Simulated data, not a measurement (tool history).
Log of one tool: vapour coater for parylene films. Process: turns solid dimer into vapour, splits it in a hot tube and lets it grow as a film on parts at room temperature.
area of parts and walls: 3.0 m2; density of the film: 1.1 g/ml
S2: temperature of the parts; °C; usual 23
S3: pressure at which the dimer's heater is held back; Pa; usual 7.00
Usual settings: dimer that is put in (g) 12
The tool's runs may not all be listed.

{"run": 1, "day": 0.0, "dimer that is put in (g)": 12, "S2": 23, "S3": 7.0, "thickness of the film (µm)": 2.54}
{"day": 1.167, "done": "trap's valve overhauled"}
{"run": 2, "day": 1.412, "dimer that is put in (g)": 12, "S2": 25, "S3": 7.0, "thickness of the film (µm)": 2.56}
{"run": 3, "day": 2.258, "dimer that is put in (g)": 12, "S2": 25, "S3": 7.0, "thickness of the film (µm)": 2.52}
{"run": 4, "day": 3.192, "dimer that is put in (g)": 12, "S2": 25, "S3": 7.0, "thickness of the film (µm)": 2.52}
{"run": 5, "day": 4.3, "dimer that is put in (g)": 16, "S2": 25, "S3": 7.0, "thickness of the film (µm)": 3.33}
{"run": 6, "day": 5.379, "dimer that is put in (g)": 16, "S2": 25, "S3": 7.0, "thickness of the film (µm)": 3.34}
{"run": 7, "day": 6.004, "dimer that is put in (g)": 12, "S2": 23, "S3": 7.0, "thickness of the film (µm)": 2.6}
{"run": 8, "day": 7.008, "dimer that is put in (g)": 12, "S2": 23, "S3": 7.0, "thickness of the film (µm)": 2.59}
{"run": 9, "day": 7.858, "dimer that is put in (g)": 12, "S2": 23, "S3": 7.0, "thickness of the film (µm)": 2.59}
{"run": 10, "day": 9.246, "dimer that is put in (g)": 13, "S2": 23, "S3": 2.34, "thickness of the film (µm)": 3.23}
{"run": 11, "day": 9.988, "dimer that is put in (g)": 7, "S2": 30, "S3": 3.11, "thickness of the film (µm)": 1.43}
{"run": 12, "day": 11.162, "dimer that is put in (g)": 12, "S2": 23, "S3": 3.25, "thickness of the film (µm)": 2.82}
{"run": 13, "day": 12.517, "dimer that is put in (g)": 12, "S2": 23, "S3": 3.25, "thickness of the film (µm)": 2.77}
{"run": 14, "day": 13.962, "dimer that is put in (g)": 7, "S2": 32, "S3": 2.43, "thickness of the film (µm)": 1.37}
{"run": 15, "day": 15.371, "dimer that is put in (g)": 7, "S2": 32, "S3": 2.43, "thickness of the film (µm)": 1.37}

Forecast each of these 4 alternatives for the next run:
{"run": "A", "day": 16.788, "dimer that is put in (g)": 7, "S2": 21, "S3": 5.69, "thickness of the film (µm)": "?"}
{"run": "B", "day": 16.788, "dimer that is put in (g)": 7, "S2": 28, "S3": 2.41, "thickness of the film (µm)": "?"}
{"run": "C", "day": 16.788, "dimer that is put in (g)": 7, "S2": 32, "S3": 2.43, "thickness of the film (µm)": "?"}
{"run": "D", "day": 16.788, "dimer that is put in (g)": 9, "S2": 32, "S3": 2.43, "thickness of the film (µm)": "?"}

run=A thickness_of_the_film_(µm)=1.55
run=B thickness_of_the_film_(µm)=1.47
run=C thickness_of_the_film_(µm)=1.35
run=D thickness_of_the_film_(µm)=1.74
Without the tool's hidden state the same runs would have given:
run=A thickness_of_the_film_(µm)=1.67
run=B thickness_of_the_film_(µm)=1.59
run=C thickness_of_the_film_(µm)=1.46
run=D thickness_of_the_film_(µm)=1.87
